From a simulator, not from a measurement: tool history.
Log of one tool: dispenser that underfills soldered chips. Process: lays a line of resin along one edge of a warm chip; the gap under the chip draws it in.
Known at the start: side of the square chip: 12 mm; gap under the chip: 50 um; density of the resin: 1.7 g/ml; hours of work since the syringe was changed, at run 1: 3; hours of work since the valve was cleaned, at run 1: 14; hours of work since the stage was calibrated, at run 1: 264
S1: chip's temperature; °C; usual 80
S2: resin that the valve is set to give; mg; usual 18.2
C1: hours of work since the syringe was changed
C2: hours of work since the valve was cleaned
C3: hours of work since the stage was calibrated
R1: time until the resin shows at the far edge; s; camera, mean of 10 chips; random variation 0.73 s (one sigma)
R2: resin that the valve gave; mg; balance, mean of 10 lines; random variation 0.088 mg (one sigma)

run 1 hour=0.0 | S1=80 S2=18.2 | C1=3 C2=14 C3=264 | R1=82.3 R2=18.03
-- hour=6.9 new syringe of resin
run 2 hour=9.9 | S1=80 S2=18.2 | C1=2 C2=21 C3=271 | R1=77.8 R2=17.91
-- hour=18.2 new syringe of resin
run 3 hour=20.6 | S1=80 S2=18.2 | C1=2 C2=29 C3=279 | R1=78.1 R2=17.74
-- hour=30.0 new syringe of resin
run 4 hour=32.1 | S1=80 S2=18.2 | C1=2 C2=37 C3=287 | R1=76.3 R2=17.65
-- hour=42.1 new syringe of resin
run 5 hour=43.6 | S1=80 S2=18.2 | C1=1 C2=45 C3=295 | R1=74.5 R2=17.72
-- hour=54.4 new syringe of resin
run 6 hour=56.8 | S1=80 S2=18.2 | C1=2 C2=55 C3=305 | R1=78.5 R2=17.47
run 7 hour=62.9 | S1=83 S2=18.2 | C1=6 C2=60 C3=310 | R1=81.9 R2=17.37
-- hour=66.4 new syringe of resin
run 8 hour=72.3 | S1=83 S2=18.2 | C1=4 C2=66 C3=316 | R1=74.6 R2=17.33
-- hour=78.0 new syringe of resin
run 9 hour=79.1 | S1=83 S2=18.2 | C1=1 C2=71 C3=321 | R1=64.9 R2=17.27
-- hour=89.8 new syringe of resin
run 10 hour=91.8 | S1=83 S2=18.2 | C1=2 C2=80 C3=331 | R1=65.9 R2=17.09
run 11 hour=99.5 | S1=83 S2=18.2 | C1=7 C2=86 C3=336 | R1=89.4 R2=17.10
-- hour=101.6 new syringe of resin
run 12 hour=108.1 | S1=80 S2=19.8 | C1=5 C2=92 C3=343 | R1=90.6 R2=18.51
-- hour=113.8 new syringe of resin
run 13 hour=116.3 | S1=80 S2=19.8 | C1=2 C2=98 C3=348 | R1=78.5 R2=18.38
-- hour=125.5 new syringe of resin
run 14 hour=125.5 | S1=80 S2=19.8 | C1=0 C2=105 C3=355 | R1=69.8 R2=18.22
run 15 hour=132.6 | S1=80 S2=17.2 | C1=5 C2=110 C3=360 | R1=94.5 R2=15.69
-- hour=137.5 new syringe of resin
run 16 hour=141.7 | S1=79 S2=22.5 | C1=3 C2=117 C3=367 | R1=86.3 R2=20.69
-- hour=148.9 new syringe of resin
run 17 hour=152.7 | S1=73 S2=16.3 | C1=3 C2=125 C3=375 | R1=125.8 R2=14.80
-- hour=160.8 new syringe of resin
run 18 hour=166.6 | S1=82 S2=18.2 | C1=4 C2=135 C3=385 | R1=82.9 R2=16.35
-- hour=173.0 new syringe of resin
-- hour=174.0 dispensing valve cleaned and set on the balance
run 19 hour=178.3 | S1=82 S2=17.5 | C1=3 C2=3 C3=393 | R1=76.2 R2=17.35
-- hour=186.0 new syringe of resin
run 20 hour=188.8 | S1=84 S2=19.9 | C1=2 C2=11 C3=401 | R1=64.7 R2=19.73
-- hour=197.2 new syringe of resin
run 21 hour=197.2 | S1=78 S2=19.0 | C1=0 C2=17 C3=407 | R1=80.0 R2=18.61
run 22 hour=204.3 | S1=78 S2=19.0 | C1=5 C2=22 C3=412 | R1=103.5 R2=18.73
-- hour=209.0 new syringe of resin
run 23 hour=217.6 | S1=78 S2=19.0 | C1=6 C2=32 C3=422 | R1=109.6 R2=18.52

Forecast run 24:
-- hour=221.4 new syringe of resin
run 24 hour=229.8 | S1=88 S2=20.7 | C1=6 C2=41 C3=431 | R1=? R2=?

{"run 24": {"R1": 66.3, "R2": 20.07}}
Without the tool's hidden state the same run would have given R1 43.9 s, R2 20.73 mg.
